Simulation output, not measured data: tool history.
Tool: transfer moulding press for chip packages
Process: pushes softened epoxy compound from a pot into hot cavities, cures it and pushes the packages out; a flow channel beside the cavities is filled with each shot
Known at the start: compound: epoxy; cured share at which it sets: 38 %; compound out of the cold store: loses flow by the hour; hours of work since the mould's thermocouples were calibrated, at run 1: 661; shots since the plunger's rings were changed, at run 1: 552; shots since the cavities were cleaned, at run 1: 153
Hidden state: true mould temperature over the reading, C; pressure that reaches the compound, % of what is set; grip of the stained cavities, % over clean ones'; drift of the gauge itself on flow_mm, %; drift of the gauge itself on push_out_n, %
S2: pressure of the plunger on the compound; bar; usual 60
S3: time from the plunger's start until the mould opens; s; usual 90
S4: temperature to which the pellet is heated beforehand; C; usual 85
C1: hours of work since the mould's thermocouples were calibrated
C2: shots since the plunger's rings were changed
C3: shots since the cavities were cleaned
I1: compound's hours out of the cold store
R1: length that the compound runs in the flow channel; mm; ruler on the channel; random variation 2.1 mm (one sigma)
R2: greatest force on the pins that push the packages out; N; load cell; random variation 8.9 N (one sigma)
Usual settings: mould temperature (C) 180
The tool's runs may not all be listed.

{"run": 1, "hour": 0.0, "mould temperature (C)": 180, "S2": 60, "S3": 90, "S4": 85, "C1": 661, "C2": 552, "C3": 153, "I1": 43.7, "R1": 792, "R2": 537}
{"hour": 48.4, "done": "mould's thermocouples calibrated"}
{"hour": 49.9, "done": "cavities cleaned with cleaning compound and waxed"}
{"run": 2, "hour": 94.4, "mould temperature (C)": 180, "S2": 60, "S3": 95, "S4": 85, "C1": 21, "C2": 1319, "C3": 376, "I1": 8.5, "R1": 904, "R2": 624}
{"hour": 119.6, "done": "cavities cleaned with cleaning compound and waxed"}
{"run": 3, "hour": 157.0, "mould temperature (C)": 180, "S2": 60, "S3": 86, "S4": 85, "C1": 49, "C2": 1833, "C3": 315, "I1": 35.5, "R1": 807, "R2": 635}
{"hour": 188.6, "done": "cavities cleaned with cleaning compound and waxed"}
{"run": 4, "hour": 209.5, "mould temperature (C)": 180, "S2": 60, "S3": 90, "S4": 85, "C1": 73, "C2": 2263, "C3": 176, "I1": 29, "R1": 823, "R2": 550}
{"hour": 233.4, "done": "mould's thermocouples calibrated, once more"}
{"hour": 256.2, "done": "cavities cleaned with cleaning compound and waxed"}
{"run": 5, "hour": 287.8, "mould temperature (C)": 180, "S2": 60, "S3": 90, "S4": 85, "C1": 25, "C2": 2894, "C3": 267, "I1": 22.4, "R1": 834, "R2": 573}
{"hour": 323.7, "done": "cavities cleaned with cleaning compound and waxed"}
{"run": 6, "hour": 374.4, "mould temperature (C)": 180, "S2": 60, "S3": 90, "S4": 85, "C1": 64, "C2": 3611, "C3": 428, "I1": 30.5, "R1": 803, "R2": 600}
{"hour": 391.4, "done": "cavities cleaned with cleaning compound and waxed"}
{"run": 7, "hour": 452.5, "mould temperature (C)": 182, "S2": 60, "S3": 90, "S4": 85, "C1": 100, "C2": 4257, "C3": 516, "I1": 23, "R1": 818, "R2": 624}
{"hour": 457.9, "done": "cavities cleaned with cleaning compound and waxed"}
{"hour": 508.5, "done": "plunger's sealing rings changed"}
{"hour": 527.4, "done": "cavities cleaned with cleaning compound and waxed"}
{"run": 8, "hour": 527.4, "mould temperature (C)": 182, "S2": 60, "S3": 90, "S4": 85, "C1": 132, "C2": 146, "C3": 0, "I1": 31.3, "R1": 823, "R2": 398}
{"hour": 594.5, "done": "cavities cleaned with cleaning compound and waxed"}
{"run": 9, "hour": 604.4, "mould temperature (C)": 175, "S2": 74.3, "S3": 90, "S4": 85, "C1": 168, "C2": 783, "C3": 84, "I1": 35.7, "R1": 923, "R2": 552}
{"hour": 660.9, "done": "cavities cleaned with cleaning compound and waxed"}
{"run": 10, "hour": 674.9, "mould temperature (C)": 180, "S2": 57.3, "S3": 90, "S4": 92, "C1": 200, "C2": 1364, "C3": 118, "I1": 18.3, "R1": 845, "R2": 493}
{"hour": 731.1, "done": "cavities cleaned with cleaning compound and waxed"}
{"run": 11, "hour": 745.2, "mould temperature (C)": 174, "S2": 48.2, "S3": 90, "S4": 94, "C1": 232, "C2": 1944, "C3": 119, "I1": 14.8, "R1": 802, "R2": 628}
{"hour": 796.1, "done": "cavities cleaned with cleaning compound and waxed"}
{"run": 12, "hour": 815.0, "mould temperature (C)": 174, "S2": 48.2, "S3": 90, "S4": 94, "C1": 264, "C2": 2520, "C3": 160, "I1": 8.8, "R1": 817, "R2": 699}
{"hour": 865.2, "done": "cavities cleaned with cleaning compound and waxed"}
{"run": 13, "hour": 892.6, "mould temperature (C)": 180, "S2": 60, "S3": 73, "S4": 85, "C1": 299, "C2": 3161, "C3": 231, "I1": 19.6, "R1": 845, "R2": 754}

Forecast each of these 4 alternatives for the next run:
{"hour": 931.8, "done": "cavities cleaned with cleaning compound and waxed"}
{"run": "A", "hour": 931.8, "mould temperature (C)": 180, "S2": 74.1, "S3": 90, "S4": 91, "C1": 317, "C2": 3479, "C3": 0, "I1": 45.3, "R1": "?", "R2": "?"}
{"hour": 931.8, "done": "cavities cleaned with cleaning compound and waxed"}
{"run": "B", "hour": 931.8, "mould temperature (C)": 180, "S2": 73.4, "S3": 84, "S4": 86, "C1": 317, "C2": 3479, "C3": 0, "I1": 19.3, "R1": "?", "R2": "?"}
{"hour": 931.8, "done": "cavities cleaned with cleaning compound and waxed"}
{"run": "C", "hour": 931.8, "mould temperature (C)": 173, "S2": 60, "S3": 73, "S4": 85, "C1": 317, "C2": 3479, "C3": 0, "I1": 28.3, "R1": "?", "R2": "?"}
{"hour": 931.8, "done": "cavities cleaned with cleaning compound and waxed"}
{"run": "D", "hour": 931.8, "mould temperature (C)": 180, "S2": 54.3, "S3": 73, "S4": 85, "C1": 317, "C2": 3479, "C3": 0, "I1": 16.8, "R1": "?", "R2": "?"}

run=A R1=840 R2=417
run=B R1=932 R2=442
run=C R1=837 R2=841
run=D R1=809 R2=530
Without the tool's hidden state the same runs would have given:
run=A R1=873 R2=407
run=B R1=969 R2=427
run=C R1=869 R2=786
run=D R1=840 R2=502
